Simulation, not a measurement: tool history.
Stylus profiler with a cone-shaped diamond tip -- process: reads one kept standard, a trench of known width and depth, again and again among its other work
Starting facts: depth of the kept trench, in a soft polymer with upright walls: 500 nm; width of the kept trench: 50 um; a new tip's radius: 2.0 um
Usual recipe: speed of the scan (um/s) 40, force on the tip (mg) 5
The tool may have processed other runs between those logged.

run,day,speed of the scan (um/s),force on the tip (mg),depth of the trench (angstrom),width of the trench's floor (µm)
1,0,40,5,5116.6,47.27
2,0.438,40,5,5116.9,47.31
3,1.329,40,5,5117.5,47.27
4,1.796,40,5,5119.3,47.28
5,2.538,40,5,5114,47.27
6,3.262,40,5,5117.2,47.33
7,4.162,40,6.39,5139.3,47.32
8,4.85,40,1.98,5061.7,47.29
9,5.612,40,1.98,5061.1,47.2
10,6.65,40,1.98,5064.4,47.21
11,7.212,40,1.98,5062.3,47.26
12,7.779,40,5,5118.5,47.28
13,8.683,40,4.95,5116,47.26
14,9.229,40,4.95,5117.9,47.36
15,9.946,40,5,5115.4,47.25
16,10.554,40,14.1,5233.4,47.31
17,11.033,40,14.1,5232.9,47.36
18,11.675,40,5,5115.1,47.29
19,12.108,14,5,5116.5,47.32
20,12.567,14,5,5114.9,47.33
21,13.396,14,5,5115.8,47.32
22,14.071,14,5,5117.1,47.32
23,14.521,53,5,5114.6,47.32
24,15.258,53,5,5115.8,47.31
25,16.308,53,5,5116.4,47.3
26,17.254,30,9.02,5172,47.37
27,17.946,41,1.81,5058.6,47.25
28,18.854,34,2.58,5074,47.25
29,19.688,34,5.52,5127,47.3
30,20.408,34,5.52,5124.7,47.32
31,21.35,34,6.62,5139.6,47.31
32,22.275,34,6.62,5137.8,47.28
33,22.954,21,5.04,5119.4,47.28
34,23.896,82,4.82,5114.4,47.18
35,24.542,82,4.82,5112.9,47.19
36,25.075,125,11.58,5204.1,47.19
37,25.508,125,11.58,5203.4,47.24
38,26.017,125,11.58,5203.5,47.25
39,26.958,141,1.98,5063.2,47
40,27.942,17,2.39,5070.4,47.33
41,28.417,40,4.15,5103.3,47.24

Forecast run 42:
42,29.067,40,1.94,?,?

{"run 42": {"depth of the trench (angstrom)": 5062.8, "width of the trench's floor (µm)": 47.26}}
Without the tool's hidden state the same run would have given depth of the trench (angstrom) 5062.7, width of the trench's floor (µm) 47.26.

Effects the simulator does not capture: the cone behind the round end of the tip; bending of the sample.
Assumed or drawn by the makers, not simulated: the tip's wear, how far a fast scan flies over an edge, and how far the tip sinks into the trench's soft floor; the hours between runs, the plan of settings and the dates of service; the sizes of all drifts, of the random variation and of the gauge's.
